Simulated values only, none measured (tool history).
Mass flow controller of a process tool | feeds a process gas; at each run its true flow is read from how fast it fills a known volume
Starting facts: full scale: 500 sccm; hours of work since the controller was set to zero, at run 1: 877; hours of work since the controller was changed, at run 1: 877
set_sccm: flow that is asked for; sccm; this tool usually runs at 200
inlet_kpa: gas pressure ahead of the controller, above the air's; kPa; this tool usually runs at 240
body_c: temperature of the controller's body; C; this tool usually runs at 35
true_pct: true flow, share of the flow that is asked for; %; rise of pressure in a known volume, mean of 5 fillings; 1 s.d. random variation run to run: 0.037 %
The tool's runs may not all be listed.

run,hour,set_sccm,inlet_kpa,body_c,hours of work since the controller was set to zero,hours of work since the controller was changed,true_pct
1,0,200,240,35,877,877,99.51
2,103.4,200,240,35,941,941,99.53
3,245,200,240,35,1028,1028,99.54
4,326.4,200,192,35,1078,1078,99.25
5,387.7,200,192,35,1116,1116,99.15
6,493.7,200,173,35,1182,1182,99.01
7,567.3,200,173,35,1227,1227,99.03
8,686,200,173,35,1300,1300,99.05
9,773.8,200,173,35,1355,1355,99.04
10,919,200,173,35,1444,1444,99.02
11,1046.1,200,173,35,1523,1523,99.08
12,1105.7,200,173,20,1560,1560,99.5
13,1239.1,200,173,20,1642,1642,99.36
14,1312.8,200,173,20,1687,1687,99.44
15,1380.3,200,240,32,1729,1729,99.53
16,1510.6,200,240,32,1810,1810,99.61
17,1643.8,200,240,32,1892,1892,99.51
18,1789,200,240,32,1981,1981,99.53
19,1902.3,200,240,32,2051,2051,99.44
20,2009.2,200,240,32,2117,2117,99.5
21,2081.1,207,240,35,2162,2162,99.42
22,2163.4,207,240,35,2213,2213,99.46
23,2269.4,200,223,35,2278,2278,99.26
24,2410,133,255,21,2365,2365,99.68
25,2511.7,212,200,22,2428,2428,99.5
26,2608.5,462,240,35,2487,2487,99.93
# hour 2617: controller's zero set anew
27,2694.1,181,168,30,48,2540,98.87
28,2817.4,276,187,30,124,2616,99.33

Run 29 has not been measured yet. What should we expect?
29,2948.4,200,204,35,205,2697,?

true_pct: 99.06 %
With the hidden condition absent and the run-to-run variation left alone, this run would have shown true_pct 99.46 %.

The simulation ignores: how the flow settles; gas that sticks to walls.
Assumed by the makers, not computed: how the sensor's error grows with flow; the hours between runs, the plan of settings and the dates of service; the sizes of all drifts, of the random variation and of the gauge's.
